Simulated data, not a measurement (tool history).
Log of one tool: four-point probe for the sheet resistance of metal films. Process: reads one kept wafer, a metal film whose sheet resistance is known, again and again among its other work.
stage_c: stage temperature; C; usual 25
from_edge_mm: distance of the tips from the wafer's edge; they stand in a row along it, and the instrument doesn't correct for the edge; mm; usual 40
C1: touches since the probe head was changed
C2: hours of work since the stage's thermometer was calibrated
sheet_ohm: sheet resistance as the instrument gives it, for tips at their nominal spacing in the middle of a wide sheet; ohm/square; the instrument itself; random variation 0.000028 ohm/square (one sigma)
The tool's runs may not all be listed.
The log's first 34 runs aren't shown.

run 35 hour=3021.1 | stage_c=23 from_edge_mm=5 | C1=97867 C2=628 | sheet_ohm=0.140038
run 36 hour=3132.8 | stage_c=33 from_edge_mm=19 | C1=102789 C2=695 | sheet_ohm=0.139617
run 37 hour=3207.6 | stage_c=29 from_edge_mm=64 | C1=106087 C2=739 | sheet_ohm=0.139515
run 38 hour=3274.0 | stage_c=34 from_edge_mm=6 | C1=109011 C2=779 | sheet_ohm=0.140177
run 39 hour=3398.6 | stage_c=28 from_edge_mm=58 | C1=114504 C2=854 | sheet_ohm=0.139549
run 40 hour=3473.0 | stage_c=33 from_edge_mm=23 | C1=117780 C2=898 | sheet_ohm=0.139697
run 41 hour=3563.1 | stage_c=19 from_edge_mm=3 | C1=121752 C2=952 | sheet_ohm=0.141362
run 42 hour=3622.4 | stage_c=19 from_edge_mm=3 | C1=124367 C2=987 | sheet_ohm=0.141422
run 43 hour=3737.9 | stage_c=28 from_edge_mm=31 | C1=129454 C2=1056 | sheet_ohm=0.139671
run 44 hour=3844.8 | stage_c=28 from_edge_mm=31 | C1=134164 C2=1120 | sheet_ohm=0.139707

Forecast each of these 3 alternatives for the next run:
-- hour=3883.3 new probe head fitted
run A hour=3896.8 | stage_c=21 from_edge_mm=14 | C1=594 C2=1151 | sheet_ohm=?
-- hour=3883.3 new probe head fitted
run B hour=3896.8 | stage_c=20 from_edge_mm=14 | C1=594 C2=1151 | sheet_ohm=?
-- hour=3883.3 new probe head fitted
run C hour=3896.8 | stage_c=30 from_edge_mm=4 | C1=594 C2=1151 | sheet_ohm=?

run=A sheet_ohm=0.138324
run=B sheet_ohm=0.138289
run=C sheet_ohm=0.139615
Without the tool's hidden state the same runs would have given:
run=A sheet_ohm=0.138258
run=B sheet_ohm=0.138223
run=C sheet_ohm=0.139543
